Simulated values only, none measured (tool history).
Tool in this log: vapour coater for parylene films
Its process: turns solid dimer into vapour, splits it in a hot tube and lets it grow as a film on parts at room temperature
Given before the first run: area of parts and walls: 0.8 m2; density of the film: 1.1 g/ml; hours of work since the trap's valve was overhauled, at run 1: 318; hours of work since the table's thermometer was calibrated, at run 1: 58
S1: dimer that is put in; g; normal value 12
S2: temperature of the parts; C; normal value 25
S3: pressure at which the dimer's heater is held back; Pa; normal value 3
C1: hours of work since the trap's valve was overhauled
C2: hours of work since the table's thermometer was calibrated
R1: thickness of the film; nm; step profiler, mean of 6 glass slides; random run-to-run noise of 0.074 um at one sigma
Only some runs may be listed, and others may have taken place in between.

| run | hour | S1 | S2 | S3 | C1 | C2 | R1 |
|---|---|---|---|---|---|---|---|
| 1 | 0 | 12 | 25 | 3 | 318 | 58 | 8670 |
| 2 | 9 | 12 | 25 | 3 | 323 | 64 | 8690 |
| 3 | 22.9 | 12 | 17 | 3 | 331 | 72 | 11190 |
| 4 | 32.7 | 12 | 17 | 3 | 337 | 77 | 11180 |
| 5 | 44.5 | 12 | 17 | 3 | 344 | 84 | 11020 |
| 6 | 52.2 | 12 | 25 | 3 | 348 | 89 | 8560 |
| 7 | 67.3 | 12 | 25 | 3 | 357 | 98 | 8730 |
| 8 | 74 | 12 | 25 | 3 | 361 | 101 | 8570 |
| 9 | 85.1 | 12 | 25 | 3 | 367 | 108 | 8560 |
| 10 | 97.5 | 12 | 25 | 3 | 375 | 115 | 8690 |
| 11 | 109.9 | 12 | 25 | 3 | 382 | 122 | 8510 |
| 12 | 118.4 | 12 | 25 | 3 | 387 | 127 | 8610 |
| 13 | 125.1 | 5 | 25 | 3 | 391 | 131 | 3540 |
| 14 | 135.7 | 21 | 25 | 11.67 | 397 | 137 | 10910 |
| 15 | 146.9 | 21 | 20 | 3.9 | 404 | 144 | 16650 |
| 16 | 153.7 | 21 | 20 | 7.37 | 407 | 148 | 14140 |
| 17 | 161.5 | 6 | 18 | 7.13 | 412 | 153 | 4290 |
| 18 | 172.2 | 10 | 27 | 3.74 | 418 | 159 | 6310 |
| 19 | 181.4 | 11 | 36 | 3.74 | 424 | 164 | 5170 |
| 20 | 194 | 7 | 25 | 7.42 | 431 | 171 | 3990 |
| 21 | 204.5 | 12 | 25 | 5.44 | 437 | 178 | 7420 |
| 22 | 218.8 | 12 | 20 | 3 | 445 | 186 | 9870 |
| 23 | 226.5 | 12 | 20 | 3 | 450 | 190 | 9980 |
| 24 | 235.8 | 8 | 22 | 5.13 | 455 | 196 | 5470 |
| 25 | 249.3 | 12 | 29 | 3 | 463 | 204 | 7310 |

Predict each of these 3 candidate next runs independently; none follows another, all start after run 25:
| A | 257.2 | 12 | 19 | 3.71 | 468 | 208 | ? |
| B | 257.2 | 12 | 26 | 3 | 468 | 208 | ? |
| C | 257.2 | 12 | 18 | 3 | 468 | 208 | ? |

| run | R1 |
|---|---|
| A | 9770 |
| B | 8120 |
| C | 10500 |
Without the tool's hidden state the same runs would have given:
| run | R1 |
|---|---|
| A | 10280 |
| B | 8550 |
| C | 11060 |
